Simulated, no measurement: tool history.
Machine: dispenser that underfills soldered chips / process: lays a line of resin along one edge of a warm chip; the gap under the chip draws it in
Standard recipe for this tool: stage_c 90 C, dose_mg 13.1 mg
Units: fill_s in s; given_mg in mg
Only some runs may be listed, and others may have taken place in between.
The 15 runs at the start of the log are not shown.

run	hour	stage_c	dose_mg	hours of work since the syringe was changed	hours of work since the valve was cleaned	hours of work since the stage was calibrated	fill_s	given_mg
16	45.8	90	13.1	7	140	129	90.7	12.32
# hour 47.5: dispensing valve cleaned and set on the balance
17	49.9	90	13.1	9	2	131	98.8	13.1
18	52.6	90	13.1	11	4	133	107.6	12.93
# hour 53.1: new syringe of resin
19	56.5	90	13.1	2	6	135	74.9	13.05
20	59.1	90	13.1	4	8	137	83.2	13.02
21	63.2	75	13.5	7	11	140	150.6	13.39
22	67.6	86	13.7	10	14	143	117.9	13.6
# hour 69.8: new syringe of resin
23	71.3	86	13.7	1	16	146	80.8	13.62
24	74.3	77	12	3	18	148	120.7	11.79
25	78.1	98	16.4	6	21	150	67.6	16.38
26	80.8	98	13.5	8	23	152	72.2	13.46
27	84.3	76	16.4	10	25	155	159.3	16.29
# hour 86.6: new syringe of resin
28	88.8	76	16.4	2	28	158	110.2	16.27
29	91.9	76	16.4	4	30	160	124.1	16.27
30	94.1	76	11.8	5	32	161	135.9	11.59
31	98	77	12.1	8	35	164	147.5	11.78
32	102.1	98	16.1	11	38	167	82.6	15.78
# hour 103.4: new syringe of resin
33	104.9	84	15.5	1	39	169	86.6	15.26
34	106.9	90	16.6	2	41	170	74.6	16.23
35	110.2	90	16.6	5	43	172	80.3	16.18

Consider 3 possible next runs. They are alternatives, not a sequence: every one starts from the tool as it was left by run 35. What does each give?
A	113.6	90	12.7	7	45	175	?	?
B	113.6	82	12	7	45	175	?	?
C	113.6	90	12.4	7	45	175	?	?

run	fill_s	given_mg
A	91.7	12.47
B	119.5	11.76
C	91.5	12.03
With no hidden state in the tool, these same runs would have given:
run	fill_s	given_mg
A	66.4	12.74
B	86.4	12.02
C	66.2	12.29

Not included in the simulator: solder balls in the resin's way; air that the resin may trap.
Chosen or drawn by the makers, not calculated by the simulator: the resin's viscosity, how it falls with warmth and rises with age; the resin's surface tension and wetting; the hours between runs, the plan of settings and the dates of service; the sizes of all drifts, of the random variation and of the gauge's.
